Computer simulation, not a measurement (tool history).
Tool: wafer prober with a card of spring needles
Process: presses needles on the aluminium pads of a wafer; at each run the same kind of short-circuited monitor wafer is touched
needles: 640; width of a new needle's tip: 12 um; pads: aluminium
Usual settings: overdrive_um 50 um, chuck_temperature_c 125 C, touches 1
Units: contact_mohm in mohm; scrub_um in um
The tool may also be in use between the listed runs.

run	hour	overdrive_um	chuck_temperature_c	touches	contact_mohm	scrub_um
1	0.0	50	125	1	139	6.55
# hour 2.3: tips cleaned on abrasive film
# hour 7.3: tips cleaned on abrasive film
2	7.5	50	125	1	140	6.55
# hour 12.2: tips cleaned on abrasive film
3	12.9	50	125	1	140	6.53
# hour 17.1: tips cleaned on abrasive film
4	19.7	50	125	1	135	6.55
# hour 22.1: tips cleaned on abrasive film
# hour 27.5: tips cleaned on abrasive film
5	28.9	50	125	1	140	6.55
# hour 32.7: tips cleaned on abrasive film
6	32.7	50	78	1	130	6.53
# hour 37.7: tips cleaned on abrasive film
7	41.2	50	78	1	132	6.54
# hour 42.9: tips cleaned on abrasive film
# hour 47.8: tips cleaned on abrasive film
8	49.5	32	125	1	148	4.19
# hour 53.2: tips cleaned on abrasive film
9	53.9	32	125	1	151	4.16
# hour 58.4: tips cleaned on abrasive film
10	61.9	32	125	1	149	4.20
# hour 63.8: tips cleaned on abrasive film
11	65.9	49	125	1	139	6.39
# hour 68.9: tips cleaned on abrasive film
# hour 73.8: tips cleaned on abrasive film
12	73.8	58	125	1	137	7.58
# hour 79.4: tips cleaned on abrasive film
13	80.7	58	125	1	136	7.56
# hour 84.3: tips cleaned on abrasive film
# hour 89.1: tips cleaned on abrasive film
14	89.1	58	125	1	134	7.59
# hour 94.3: tips cleaned on abrasive film
15	97.3	58	125	1	136	7.62
# hour 99.6: tips cleaned on abrasive film
# hour 104.7: tips cleaned on abrasive film
16	104.7	37	39	1	130	4.78
# hour 110.2: tips cleaned on abrasive film
17	110.6	37	39	1	130	4.81
# hour 115.3: tips cleaned on abrasive film
18	118.9	38	119	2	143	4.96
# hour 120.3: tips cleaned on abrasive film
# hour 125.5: tips cleaned on abrasive film
19	125.7	52	101	2	134	6.81
# hour 130.7: tips cleaned on abrasive film
20	130.9	52	101	2	133	6.81
# hour 135.9: tips cleaned on abrasive film
21	140.3	45	125	2	142	5.83

Forecast each of these 3 alternatives for the next run:
# hour 141.0: tips cleaned on abrasive film
A	144.3	36	46	2	?	?
# hour 141.0: tips cleaned on abrasive film
B	144.3	60	33	2	?	?
# hour 141.0: tips cleaned on abrasive film
C	144.3	31	124	1	?	?

run	contact_mohm	scrub_um
A	131	4.68
B	120	7.78
C	149	4.10
Without the tool's hidden state the same runs would have given:
run	contact_mohm	scrub_um
A	130	4.69
B	120	7.78
C	148	4.11
